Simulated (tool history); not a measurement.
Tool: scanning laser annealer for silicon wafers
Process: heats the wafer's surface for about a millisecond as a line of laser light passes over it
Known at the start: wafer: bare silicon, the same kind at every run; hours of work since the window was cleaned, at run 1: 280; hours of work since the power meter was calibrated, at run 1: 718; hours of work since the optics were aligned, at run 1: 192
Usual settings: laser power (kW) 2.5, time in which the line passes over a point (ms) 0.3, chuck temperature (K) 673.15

run	hour	laser power (kW)	time in which the line passes over a point (ms)	chuck temperature (K)	hours of work since the window was cleaned	hours of work since the power meter was calibrated	hours of work since the optics were aligned	highest temperature of the surface (K)
1	0	2.5	0.3	673.15	280	718	192	1473.15
2	22.3	2.395	0.3	673.15	297	735	209	1434.15
3	57.7	2.395	0.3	673.15	324	762	236	1431.15
4	76.1	2.395	0.3	673.15	338	776	250	1428.15
5	106	2.395	0.3	673.15	361	799	273	1428.15
6	134.9	2.395	0.3	673.15	383	821	295	1426.15
7	157.5	2.395	0.3	673.15	400	838	312	1428.15
8	176.4	2.5	0.3	687.15	415	852	326	1477.15
9	203.4	2.484	0.3	687.15	435	873	347	1467.15
10	227.3	2.5	0.3	673.15	453	891	365	1458.15
# hour 268.8: window over the wafer cleaned
11	274.1	2.5	0.3	673.15	4	925	399	1447.15
12	299.4	2.166	0.323	645.15	23	944	418	1329.15
13	335.1	2.166	0.323	645.15	50	971	445	1328.15
14	380.2	2.655	0.323	700.15	85	1006	480	1554.15
15	421.5	2.451	0.291	667.15	116	1037	511	1405.15
# hour 440: window over the wafer cleaned, once more
16	448.7	2.451	0.291	667.15	7	1056	530	1451.15
17	473.8	2.451	0.291	667.15	26	1075	550	1453.15
18	492.7	2.355	0.291	685.15	40	1090	564	1430.15
19	535.5	2.356	0.317	706.15	73	1122	597	1484.15
20	563.4	2.356	0.317	706.15	94	1144	618	1483.15
21	594.3	2.211	0.239	711.15	117	1167	641	1335.15

4 ways to go on from here, each from the tool as it stands after run 21. What would each give?
A	638.3	2.166	0.3	657.15	151	1201	675	?
B	638.3	2.321	0.309	695.15	151	1201	675	?
C	638.3	2.5	0.28	652.15	151	1201	675	?
D	638.3	2.196	0.379	685.15	151	1201	675	?

run	highest temperature of the surface (K)
A	1340.15
B	1445.15
C	1426.15
D	1469.15
Without the tool's hidden state the same runs would have given:
run	highest temperature of the surface (K)
A	1361.15
B	1468.15
C	1450.15
D	1493.15
